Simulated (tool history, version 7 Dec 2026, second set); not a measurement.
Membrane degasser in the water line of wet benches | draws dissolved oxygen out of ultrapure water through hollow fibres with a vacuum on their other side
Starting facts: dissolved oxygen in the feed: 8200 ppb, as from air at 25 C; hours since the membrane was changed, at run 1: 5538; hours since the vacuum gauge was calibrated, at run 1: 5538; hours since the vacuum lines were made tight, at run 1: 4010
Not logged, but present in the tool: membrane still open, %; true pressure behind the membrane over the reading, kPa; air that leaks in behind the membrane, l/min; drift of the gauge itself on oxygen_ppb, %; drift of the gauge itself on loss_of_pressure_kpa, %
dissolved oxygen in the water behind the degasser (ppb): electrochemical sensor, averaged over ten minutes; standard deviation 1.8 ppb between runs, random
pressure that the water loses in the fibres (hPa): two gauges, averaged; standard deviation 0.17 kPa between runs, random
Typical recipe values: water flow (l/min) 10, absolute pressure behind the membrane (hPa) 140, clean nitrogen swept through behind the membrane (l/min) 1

| run | hour | water flow (l/min) | absolute pressure behind the membrane (hPa) | clean nitrogen swept through behind the membrane (l/min) | hours since the membrane was changed | hours since the vacuum gauge was calibrated | hours since the vacuum lines were made tight | dissolved oxygen in the water behind the degasser (ppb) | pressure that the water loses in the fibres (hPa) |
|---|---|---|---|---|---|---|---|---|---|
| 1 | 0 | 10 | 140 | 1 | 5538 | 5538 | 4010 | 265.7 | 304.7 |
| 2 | 109 | 10 | 140 | 1 | 5647 | 5647 | 4119 | 262.7 | 308.6 |
| 3 | 299.5 | 10 | 140 | 1 | 5838 | 5838 | 4309 | 263.6 | 302.3 |
| 4 | 383.6 | 10 | 140 | 2.93 | 5922 | 5922 | 4393 | 99 | 305.2 |
| 5 | 577.6 | 10 | 140 | 1 | 6116 | 6116 | 4587 | 265.6 | 304.3 |
| 6 | 715.4 | 10 | 140 | 1 | 6254 | 6254 | 4725 | 268.1 | 305.7 |
| 7 | 917.9 | 10 | 140 | 1 | 6456 | 6456 | 4927 | 264.8 | 307.2 |
| 8 | 1081.8 | 10 | 140 | 1 | 6620 | 6620 | 5091 | 266.6 | 304.5 |
| 9 | 1246.5 | 10 | 140 | 1 | 6785 | 6785 | 5256 | 268 | 309.2 |
| 10 | 1373.4 | 10 | 140 | 1 | 6912 | 6912 | 5383 | 269.4 | 308.4 |
|  | 1385.8 | vacuum gauge calibrated |
| 11 | 1503.8 | 10 | 140 | 1 | 7042 | 118 | 5513 | 270.8 | 307.8 |
| 12 | 1664.7 | 10 | 140 | 1.79 | 7203 | 279 | 5674 | 159.7 | 310.6 |
| 13 | 1855.8 | 6 | 140 | 1 | 7394 | 470 | 5865 | 175.8 | 185.9 |
| 14 | 2011.2 | 6 | 140 | 1 | 7549 | 625 | 6020 | 173.3 | 185.7 |
| 15 | 2102.2 | 10 | 140 | 1 | 7640 | 716 | 6111 | 272.3 | 306.5 |
| 16 | 2195.2 | 10 | 140 | 1 | 7733 | 809 | 6204 | 272.7 | 305.4 |
| 17 | 2334.4 | 10 | 200 | 1.78 | 7872 | 949 | 6344 | 246.1 | 311 |
| 18 | 2502.1 | 16 | 94 | 1.78 | 8040 | 1116 | 6511 | 156.7 | 491 |
|  | 2598.5 | vacuum gauge calibrated, once more |
| 19 | 2641.9 | 16 | 94 | 1.78 | 8179 | 43 | 6650 | 150.2 | 496.3 |
| 20 | 2776.8 | 16 | 94 | 1.78 | 8314 | 178 | 6785 | 148.1 | 498.3 |
| 21 | 2910.9 | 16 | 94 | 1.78 | 8448 | 312 | 6919 | 152.1 | 497.1 |
| 22 | 3015.8 | 10 | 143 | 0.42 | 8553 | 417 | 7024 | 566.5 | 309.7 |
| 23 | 3215.8 | 10 | 143 | 1.87 | 8753 | 617 | 7224 | 153 | 312.4 |
| 24 | 3354.5 | 8 | 143 | 0.45 | 8892 | 756 | 7363 | 456 | 248.2 |
| 25 | 3472.7 | 7 | 131 | 1 | 9010 | 874 | 7481 | 179.1 | 221.1 |
| 26 | 3568.2 | 10 | 217 | 2.4 | 9106 | 970 | 7577 | 199.9 | 311.9 |
| 27 | 3679.6 | 8 | 115 | 0.58 | 9217 | 1081 | 7688 | 277.8 | 250.2 |
| 28 | 3881.9 | 8 | 115 | 0.58 | 9419 | 1283 | 7891 | 274.4 | 251.2 |
| 29 | 3983 | 8 | 115 | 0.95 | 9520 | 1385 | 7992 | 179.3 | 247.7 |
| 30 | 4148.5 | 14 | 94 | 1.02 | 9686 | 1550 | 8157 | 213.9 | 440.7 |
| 31 | 4314.4 | 7 | 142 | 1.04 | 9852 | 1716 | 8323 | 193.5 | 218 |
|  | 4335.1 | seals of the vacuum lines changed |
| 32 | 4521.9 | 7 | 142 | 1.04 | 10057 | 1921 | 187 | 180.9 | 221.1 |

Here are 3 independent what-if runs from the current tool condition. What would each one return?
| A | 4701.8 | 12 | 160 | 1.24 | 10237 | 2101 | 367 | ? | ? |
| B | 4701.8 | 8 | 306 | 0.4 | 10237 | 2101 | 367 | ? | ? |
| C | 4701.8 | 10 | 124 | 0.72 | 10237 | 2101 | 367 | ? | ? |

| run | dissolved oxygen in the water behind the degasser (ppb) | pressure that the water loses in the fibres (hPa) |
|---|---|---|
| A | 295.4 | 378.9 |
| B | 1080.4 | 254.1 |
| C | 296.9 | 315.8 |
Take away the tool's hidden state, keep each run's random variation, and the runs would have read:
| run | dissolved oxygen in the water behind the degasser (ppb) | pressure that the water loses in the fibres (hPa) |
|---|---|---|
| A | 289.8 | 352.8 |
| B | 1073.5 | 236.7 |
| C | 291.1 | 294.1 |

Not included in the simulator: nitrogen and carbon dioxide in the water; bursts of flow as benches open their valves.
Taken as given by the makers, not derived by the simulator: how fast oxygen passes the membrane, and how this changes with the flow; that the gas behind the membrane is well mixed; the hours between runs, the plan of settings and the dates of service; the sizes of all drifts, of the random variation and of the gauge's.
